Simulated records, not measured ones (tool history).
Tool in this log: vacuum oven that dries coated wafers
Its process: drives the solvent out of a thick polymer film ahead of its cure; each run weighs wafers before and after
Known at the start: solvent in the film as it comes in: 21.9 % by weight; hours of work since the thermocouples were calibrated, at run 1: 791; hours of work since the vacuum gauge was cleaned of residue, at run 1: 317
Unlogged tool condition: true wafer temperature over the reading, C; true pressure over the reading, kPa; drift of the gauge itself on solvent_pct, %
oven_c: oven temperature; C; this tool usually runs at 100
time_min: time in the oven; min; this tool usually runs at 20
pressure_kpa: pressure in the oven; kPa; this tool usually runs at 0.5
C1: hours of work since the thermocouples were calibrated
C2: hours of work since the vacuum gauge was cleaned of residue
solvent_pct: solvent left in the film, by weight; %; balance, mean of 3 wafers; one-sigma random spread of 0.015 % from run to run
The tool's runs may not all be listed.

run 1 hour=0 | oven_c=100 time_min=20 pressure_kpa=0.5 | C1=791 C2=317 | solvent_pct=1.03
run 2 hour=10.7 | oven_c=100 time_min=20 pressure_kpa=0.5 | C1=798 C2=324 | solvent_pct=1.02
run 3 hour=30.2 | oven_c=100 time_min=20 pressure_kpa=0.315 | C1=812 C2=338 | solvent_pct=0.93
run 4 hour=53.2 | oven_c=100 time_min=11 pressure_kpa=0.5 | C1=829 C2=354 | solvent_pct=3.41
run 5 hour=74 | oven_c=100 time_min=20 pressure_kpa=0.5 | C1=843 C2=369 | solvent_pct=1.04
run 6 hour=96.6 | oven_c=100 time_min=20 pressure_kpa=0.5 | C1=859 C2=385 | solvent_pct=1.01
run 7 hour=111.1 | oven_c=100 time_min=20 pressure_kpa=0.5 | C1=870 C2=396 | solvent_pct=1.02
run 8 hour=131.5 | oven_c=100 time_min=20 pressure_kpa=0.5 | C1=884 C2=410 | solvent_pct=1
run 9 hour=148 | oven_c=100 time_min=20 pressure_kpa=0.5 | C1=896 C2=422 | solvent_pct=1.03
-- hour=160.7 oven's thermocouples calibrated
run 10 hour=176 | oven_c=100 time_min=20 pressure_kpa=0.5 | C1=11 C2=440 | solvent_pct=1.12
run 11 hour=187.2 | oven_c=100 time_min=20 pressure_kpa=0.5 | C1=19 C2=448 | solvent_pct=1.13
run 12 hour=213.1 | oven_c=100 time_min=20 pressure_kpa=0.5 | C1=37 C2=467 | solvent_pct=1.13
run 13 hour=223.9 | oven_c=100 time_min=20 pressure_kpa=1.159 | C1=45 C2=474 | solvent_pct=1.4
run 14 hour=241.3 | oven_c=95 time_min=20 pressure_kpa=0.676 | C1=57 C2=487 | solvent_pct=2.27
run 15 hour=256.3 | oven_c=100 time_min=20 pressure_kpa=1.125 | C1=68 C2=497 | solvent_pct=1.37
run 16 hour=274.9 | oven_c=100 time_min=21 pressure_kpa=1.125 | C1=81 C2=510 | solvent_pct=1.29

Run 17 has not been measured yet. What should we expect?
run 17 hour=292.1 | oven_c=100 time_min=21 pressure_kpa=1.125 | C1=93 C2=523 | solvent_pct=?

Run 17 gave solvent_pct 1.26 %.
Had the tool carried no hidden state, the very same run would have given solvent_pct 1.27 %.

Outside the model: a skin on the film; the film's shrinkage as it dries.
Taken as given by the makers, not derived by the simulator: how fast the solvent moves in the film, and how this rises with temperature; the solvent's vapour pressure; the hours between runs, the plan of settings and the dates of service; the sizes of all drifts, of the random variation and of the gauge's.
